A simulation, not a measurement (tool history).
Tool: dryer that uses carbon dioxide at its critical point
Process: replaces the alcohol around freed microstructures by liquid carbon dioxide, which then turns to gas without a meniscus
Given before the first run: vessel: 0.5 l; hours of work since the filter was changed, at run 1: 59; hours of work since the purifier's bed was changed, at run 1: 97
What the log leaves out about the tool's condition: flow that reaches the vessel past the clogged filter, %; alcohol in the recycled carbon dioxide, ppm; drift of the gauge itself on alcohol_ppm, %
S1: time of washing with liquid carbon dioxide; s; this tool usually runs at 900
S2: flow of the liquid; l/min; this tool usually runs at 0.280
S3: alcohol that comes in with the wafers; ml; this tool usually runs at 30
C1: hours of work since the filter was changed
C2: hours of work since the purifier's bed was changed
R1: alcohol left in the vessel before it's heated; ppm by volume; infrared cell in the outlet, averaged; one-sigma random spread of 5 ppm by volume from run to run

run	hour	S1	S2	S3	C1	C2	R1
1	0.0	900	0.280	30	59	97	55
2	7.3	900	0.280	30	63	102	69
3	14.5	900	0.280	96	67	106	153
4	23.8	900	0.280	96	72	111	161
5	30.7	900	0.280	96	76	115	163
6	35.0	900	0.280	96	79	117	156
7	43.4	900	0.376	30	83	122	23
8	49.1	900	0.280	30	86	125	78
9	55.1	900	0.280	30	90	128	81
10	61.1	900	0.280	30	93	132	64
11	70.3	900	0.280	30	98	137	63
12	75.1	900	0.280	30	101	139	77
13	81.9	900	0.280	30	105	143	85
14	90.5	900	0.280	30	110	148	82
15	98.3	900	0.280	30	114	152	80
16	108.2	900	0.280	30	119	158	77
17	113.2	900	0.280	30	122	161	84
18	118.4	900	0.280	74	125	164	162
19	124.4	900	0.280	74	128	167	160
20	131.6	900	0.205	74	132	171	897
21	138.3	900	0.205	74	136	175	951
22	148.3	900	0.205	74	142	180	935
23	154.6	900	0.280	30	145	184	93

Run 24, settings as shown, results not yet in. Your forecast:
24	163.9	900	0.280	30	150	189	?

{"run 24": {"R1": 93}}
With the hidden condition absent and the run-to-run variation left alone, this run would have shown R1 36 ppm by volume.

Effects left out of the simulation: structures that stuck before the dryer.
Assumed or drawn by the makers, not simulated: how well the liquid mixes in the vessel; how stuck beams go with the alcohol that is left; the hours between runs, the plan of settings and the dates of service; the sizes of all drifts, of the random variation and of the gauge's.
